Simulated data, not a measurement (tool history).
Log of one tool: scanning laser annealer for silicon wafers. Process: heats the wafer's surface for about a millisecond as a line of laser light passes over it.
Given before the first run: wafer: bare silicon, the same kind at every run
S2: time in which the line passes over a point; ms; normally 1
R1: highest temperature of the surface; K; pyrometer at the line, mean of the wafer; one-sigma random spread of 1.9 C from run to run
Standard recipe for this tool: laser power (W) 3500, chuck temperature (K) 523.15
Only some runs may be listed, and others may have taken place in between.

Run 1, hour 0: usual settings. Result: R1 1333.15 K.
Run 2, hour 10.2: usual settings. Result: R1 1335.15 K.
Run 3, hour 25.8: usual settings. Result: R1 1334.15 K.
Run 4, hour 40.8: usual settings. Result: R1 1334.15 K.
Run 5, hour 53.6: usual settings. Result: R1 1335.15 K.
Run 6, hour 63.1: usual settings but chuck temperature (K) 492.15. Result: R1 1305.15 K.
Run 7, hour 75.3: usual settings but laser power (W) 3022. Result: R1 1223.15 K.
Run 8, hour 87.5: usual settings but laser power (W) 3022. Result: R1 1222.15 K.
Run 9, hour 105.9: usual settings but laser power (W) 3022. Result: R1 1218.15 K.
Run 10, hour 114.4: usual settings but laser power (W) 3022, chuck temperature (K) 487.15. Result: R1 1185.15 K.
Run 11, hour 124.2: usual settings but laser power (W) 3022, chuck temperature (K) 487.15. Result: R1 1181.15 K.
Run 12, hour 136.9: usual settings but laser power (W) 3228. Result: R1 1264.15 K.
Run 13, hour 146.7: usual settings. Result: R1 1335.15 K.
At hour 152.8: optics aligned, line set to its width.
Run 14, hour 164: usual settings. Result: R1 1328.15 K.
Run 15, hour 182: usual settings. Result: R1 1330.15 K.
At hour 199.3: optics aligned, line set to its width, once more.
Run 16, hour 202.9: usual settings but laser power (W) 3165. Result: R1 1257.15 K.
Run 17, hour 215: usual settings but laser power (W) 3225. Result: R1 1266.15 K.
Run 18, hour 231.4: usual settings but laser power (W) 3225. Result: R1 1268.15 K.
Run 19, hour 248.2: usual settings but laser power (W) 3307. Result: R1 1287.15 K.
Run 20, hour 264.8: usual settings. Result: R1 1332.15 K.
Run 21, hour 275.5: usual settings. Result: R1 1331.15 K.
Run 22, hour 288.2: usual settings but laser power (W) 3483, chuck temperature (K) 509.15. Result: R1 1312.15 K.
Run 23, hour 301.4: usual settings but laser power (W) 3789, S2 0.99 ms. Result: R1 1396.15 K.
Run 24, hour 311.6: usual settings but laser power (W) 3625, S2 1.09 ms, chuck temperature (K) 553.15. Result: R1 1432.15 K.
Run 25, hour 331.1: usual settings but laser power (W) 3528, S2 1.09 ms, chuck temperature (K) 506.15. Result: R1 1357.15 K.
Run 26, hour 342.4: usual settings but chuck temperature (K) 524.15. Result: R1 1330.15 K.
Run 27, hour 353.9: usual settings but chuck temperature (K) 524.15. Result: R1 1330.15 K.
Run 28, hour 369.5: usual settings but laser power (W) 3696, S2 0.89 ms, chuck temperature (K) 559.15. Result: R1 1358.15 K.
Run 29, hour 379.2: usual settings but laser power (W) 3018, chuck temperature (K) 508.15. Result: R1 1199.15 K.
Run 30, hour 390.6: usual settings but S2 0.88 ms. Result: R1 1276.15 K.
Run 31, hour 407.4: usual settings but laser power (W) 3029, S2 0.85 ms. Result: R1 1156.15 K.
Run 32, hour 416.5: usual settings but laser power (W) 3029, S2 0.85 ms. Result: R1 1158.15 K.
Run 33, hour 424.8: usual settings but laser power (W) 3847, S2 0.75 ms, chuck temperature (K) 498.15. Result: R1 1252.15 K.
Run 34, hour 441.4: usual settings but laser power (W) 3847, S2 1.11 ms, chuck temperature (K) 498.15. Result: R1 1432.15 K.
Run 35, hour 454.2: usual settings but S2 0.82 ms, chuck temperature (K) 502.15. Result: R1 1225.15 K.
Run 36, hour 463.9: usual settings but laser power (W) 3178, S2 0.8 ms, chuck temperature (K) 561.15. Result: R1 1202.15 K.
Run 37, hour 479.8: usual settings but laser power (W) 3199, S2 0.87 ms, chuck temperature (K) 528.15. Result: R1 1207.15 K.
Run 38, hour 493.3: usual settings but laser power (W) 3199, S2 0.87 ms, chuck temperature (K) 528.15. Result: R1 1207.15 K.
Run 39, hour 503.9: usual settings but laser power (W) 3526, S2 0.97 ms. Result: R1 1316.15 K.
Run 40, hour 512.5: usual settings but laser power (W) 3218, S2 0.91 ms. Result: R1 1224.15 K.
Run 41, hour 528.6: usual settings but S2 0.86 ms. Result: R1 1259.15 K.

Subtracting, for every run, the result it would have given without the tool's unlogged condition from the measured result gives the following. The same run-to-run variation enters both numbers; the gauge's scatter may not:
Hidden state at play: light that passes the window, % of a clean one's; laser's true power over the reading, %; width of the line over the set one, %; drift of the gauge itself on peak_c, C.
run   R1
  1  -23
  2  -24
  3  -24
  4  -25
  5  -25
  6  -25
  7  -22
  8  -22
  9  -23
 10  -22
 11  -23
 12  -25
 13  -27
 14  -29
 15  -29
 16  -24
 17  -24
 18  -24
 19  -25
 20  -28
 21  -28
 22  -28
 23  -31
 24  -31
 25  -31
 26  -30
 27  -29
 28  -30
 29  -26
 30  -29
 31  -24
 32  -24
 33  -29
 34  -38
 35  -29
 36  -26
 37  -28
 38  -28
 39  -34
 40  -29
 41  -32
